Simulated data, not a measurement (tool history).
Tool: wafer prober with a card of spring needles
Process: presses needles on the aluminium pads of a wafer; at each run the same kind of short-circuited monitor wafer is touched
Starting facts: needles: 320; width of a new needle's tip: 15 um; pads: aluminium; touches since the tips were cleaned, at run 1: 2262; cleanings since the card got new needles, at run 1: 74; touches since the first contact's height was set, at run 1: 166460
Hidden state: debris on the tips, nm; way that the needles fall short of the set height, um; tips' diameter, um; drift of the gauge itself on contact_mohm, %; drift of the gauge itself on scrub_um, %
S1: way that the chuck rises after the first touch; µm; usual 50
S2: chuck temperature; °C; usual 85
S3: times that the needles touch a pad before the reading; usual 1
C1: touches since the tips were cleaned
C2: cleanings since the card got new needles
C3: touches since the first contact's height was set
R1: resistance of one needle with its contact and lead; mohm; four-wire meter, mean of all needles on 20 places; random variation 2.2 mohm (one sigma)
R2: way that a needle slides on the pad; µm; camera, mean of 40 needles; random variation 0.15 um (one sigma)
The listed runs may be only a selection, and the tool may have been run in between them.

run	hour	S1	S2	S3	C1	C2	C3	R1	R2
1	0.0	50	85	1	2262	74	166460	274	12.81
# hour 7.5: tips cleaned on abrasive film
# hour 22.0: tips cleaned on abrasive film
2	31.5	50	85	1	2881	76	175906	274	13.06
# hour 37.5: tips cleaned on abrasive film
3	47.1	50	85	1	2915	77	180587	281	12.66
# hour 53.6: tips cleaned on abrasive film
# hour 68.3: tips cleaned on abrasive film
# hour 83.5: tips cleaned on abrasive film
4	83.5	50	85	2	0	80	191458	254	12.70
# hour 99.0: tips cleaned on abrasive film
5	110.4	50	39	1	3443	81	199563	281	12.50
# hour 113.1: tips cleaned on abrasive film
# hour 115.2: height of the first contact set anew
# hour 127.6: tips cleaned on abrasive film
6	129.1	50	85	1	479	83	4186	257	13.55
# hour 142.9: tips cleaned on abrasive film
7	153.4	50	25	1	3168	84	11473	270	13.58
# hour 158.1: tips cleaned on abrasive film
# hour 173.5: tips cleaned on abrasive film
# hour 187.6: tips cleaned on abrasive film
8	190.2	50	25	1	783	87	22493	247	13.65
# hour 202.2: tips cleaned on abrasive film
# hour 216.3: tips cleaned on abrasive film
9	221.9	50	25	1	1712	89	32001	261	13.50
# hour 230.6: tips cleaned on abrasive film
10	241.5	50	25	1	3286	90	37863	275	13.43
# hour 245.8: tips cleaned on abrasive film
# hour 260.9: tips cleaned on abrasive film
11	262.5	50	85	3	489	92	44159	250	13.51
# hour 275.9: tips cleaned on abrasive film
12	284.2	50	85	3	2494	93	50660	262	13.21
# hour 290.2: tips cleaned on abrasive film
# hour 304.9: tips cleaned on abrasive film
13	318.8	50	85	3	4180	95	61029	262	13.53
# hour 321.7: tips cleaned on abrasive film
# hour 337.7: tips cleaned on abrasive film
14	342.8	50	40	3	1519	97	68210	247	13.13
# hour 352.2: tips cleaned on abrasive film
15	363.8	50	40	3	3498	98	74529	254	13.19
# hour 366.3: tips cleaned on abrasive film
# hour 381.9: tips cleaned on abrasive film
# hour 397.8: tips cleaned on abrasive film
16	397.8	50	27	1	0	101	84699	237	13.06
# hour 411.9: tips cleaned on abrasive film
17	422.9	50	27	1	3298	102	92225	279	13.12
# hour 428.1: tips cleaned on abrasive film
18	439.7	50	85	1	3509	103	97277	290	13.15
# hour 442.6: tips cleaned on abrasive film
# hour 458.3: tips cleaned on abrasive film
19	466.4	50	41	1	2448	105	105274	272	12.82
# hour 472.7: tips cleaned on abrasive film
# hour 487.6: tips cleaned on abrasive film
20	491.3	45	41	1	1129	107	112724	267	11.58
# hour 503.2: tips cleaned on abrasive film
# hour 517.4: tips cleaned on abrasive film
21	521.5	50	124	1	1223	109	121771	284	13.07
# hour 533.5: tips cleaned on abrasive film
# hour 548.3: tips cleaned on abrasive film
22	553.5	55	58	3	1576	111	131364	252	14.05
# hour 563.3: tips cleaned on abrasive film
23	571.6	55	58	3	2481	112	136787	248	14.25
# hour 579.2: tips cleaned on abrasive film
# hour 594.0: tips cleaned on abrasive film
24	598.3	55	58	3	1283	114	144787	246	14.22
# hour 610.0: tips cleaned on abrasive film
# hour 624.8: tips cleaned on abrasive film
25	633.5	66	85	1	2645	116	155361	265	17.00
# hour 641.4: tips cleaned on abrasive film
# hour 656.7: tips cleaned on abrasive film
26	668.8	43	85	1	3646	118	165948	317	10.87
# hour 672.2: tips cleaned on abrasive film
# hour 687.9: tips cleaned on abrasive film
27	694.5	41	49	1	2016	120	173642	296	10.48
# hour 702.9: tips cleaned on abrasive film
# hour 717.4: tips cleaned on abrasive film
28	719.7	35	87	2	679	122	181158	278	8.40
# hour 733.2: tips cleaned on abrasive film
29	737.4	34	87	1	1250	123	186478	317	8.19
# hour 747.9: tips cleaned on abrasive film
# hour 763.4: tips cleaned on abrasive film
30	765.8	34	87	1	738	125	194995	302	8.04

Selected run-to-run steps in R1, each split into two signed amounts: the part the tool would show with no hidden state at all (from settings, incoming material and random variation), and the remainder, which goes to the hidden state together with any gauge scatter not common to the measured and the hidden-state-free results:
Run 4 -> 5: S2 85 -> 39, S3 2 -> 1, tips cleaned on abrasive film. R1 +27 mohm: hidden state +42, all else -15.
Run 16 -> 17: tips cleaned on abrasive film. R1 +42 mohm: hidden state +41, all else +1.
Run 25 -> 26: S1 66 -> 43, tips cleaned on abrasive film, tips cleaned on abrasive film. R1 +52 mohm: hidden state +44, all else +8.
Run 28 -> 29: S1 35 -> 34, S3 2 -> 1, tips cleaned on abrasive film. R1 +39 mohm: hidden state +39, all else +0.
